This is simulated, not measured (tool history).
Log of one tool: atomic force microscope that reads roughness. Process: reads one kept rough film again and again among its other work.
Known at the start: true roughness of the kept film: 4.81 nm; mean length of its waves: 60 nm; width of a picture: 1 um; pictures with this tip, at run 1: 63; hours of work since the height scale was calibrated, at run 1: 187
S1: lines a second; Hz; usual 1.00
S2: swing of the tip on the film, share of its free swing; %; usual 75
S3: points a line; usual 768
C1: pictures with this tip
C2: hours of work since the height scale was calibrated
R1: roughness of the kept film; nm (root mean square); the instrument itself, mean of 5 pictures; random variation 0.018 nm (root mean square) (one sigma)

run,day,S1,S2,S3,C1,C2,R1
1,0.000,1.00,75,768,63,187,4.198
# day 0.304: new tip fitted
2,1.971,3.53,75,768,39,210,3.897
3,2.871,3.53,75,768,60,220,3.825
# day 3.350: new tip fitted
4,4.358,2.96,75,768,23,238,4.051
5,6.004,2.96,75,768,61,257,3.907
# day 6.367: new tip fitted
6,7.088,1.00,56,768,17,270,4.557
7,8.117,1.00,56,768,40,282,4.445
# day 9.392: new tip fitted
8,9.442,1.00,56,768,1,297,4.610
9,10.583,1.00,75,768,28,310,4.351
# day 12.446: new tip fitted
10,12.446,1.00,75,768,0,332,4.479
11,13.858,1.72,75,768,33,349,4.212
12,14.938,1.72,75,768,57,361,4.099
# day 15.438: new tip fitted
13,16.300,1.00,75,768,19,377,4.402
14,17.850,1.00,75,768,55,396,4.266
# day 18.529: new tip fitted
15,19.721,1.60,75,768,28,417,4.224
16,21.196,1.60,75,768,62,435,4.083
# day 21.529: new tip fitted
17,23.004,1.60,79,768,34,456,4.150
# day 24.542: new tip fitted
18,24.562,1.60,65,398,0,474,4.450
19,25.358,2.20,65,675,19,483,4.339
20,27.050,1.00,71,837,57,503,4.274
# day 27.642: new tip fitted
21,28.125,1.42,71,257,11,516,4.402
22,29.058,0.70,71,335,32,526,4.411
23,30.183,1.02,87,335,58,540,4.084
# day 30.662: new tip fitted
24,31.692,1.02,76,299,23,557,4.325
25,33.496,1.94,67,278,65,579,4.138
# day 33.758: new tip fitted
26,34.554,2.24,75,768,18,591,4.174
27,36.138,0.93,76,768,54,609,4.220
# day 36.867: new tip fitted
28,37.617,1.00,61,768,17,627,4.502
29,38.696,1.00,61,768,42,639,4.368
30,39.633,2.17,67,330,63,650,4.145
# day 39.975: new tip fitted
31,40.671,2.17,67,330,16,662,4.297
32,42.008,2.17,67,330,47,678,4.195

5 ways to go on from here, each from the tool as it stands after run 32. What would each give?
# day 43.050: new tip fitted
A,43.558,2.87,78,330,12,696,?
# day 43.050: new tip fitted
B,43.558,0.82,64,482,12,696,?
# day 43.050: new tip fitted
C,43.558,2.17,67,394,12,696,?
# day 43.050: new tip fitted
D,43.558,2.17,73,447,12,696,?
# day 43.050: new tip fitted
E,43.558,0.62,63,878,12,696,?

run,R1
A,3.994
B,4.517
C,4.337
D,4.285
E,4.554
Without the tool's hidden state the same runs would have given:
run,R1
A,4.059
B,4.590
C,4.407
D,4.355
E,4.628

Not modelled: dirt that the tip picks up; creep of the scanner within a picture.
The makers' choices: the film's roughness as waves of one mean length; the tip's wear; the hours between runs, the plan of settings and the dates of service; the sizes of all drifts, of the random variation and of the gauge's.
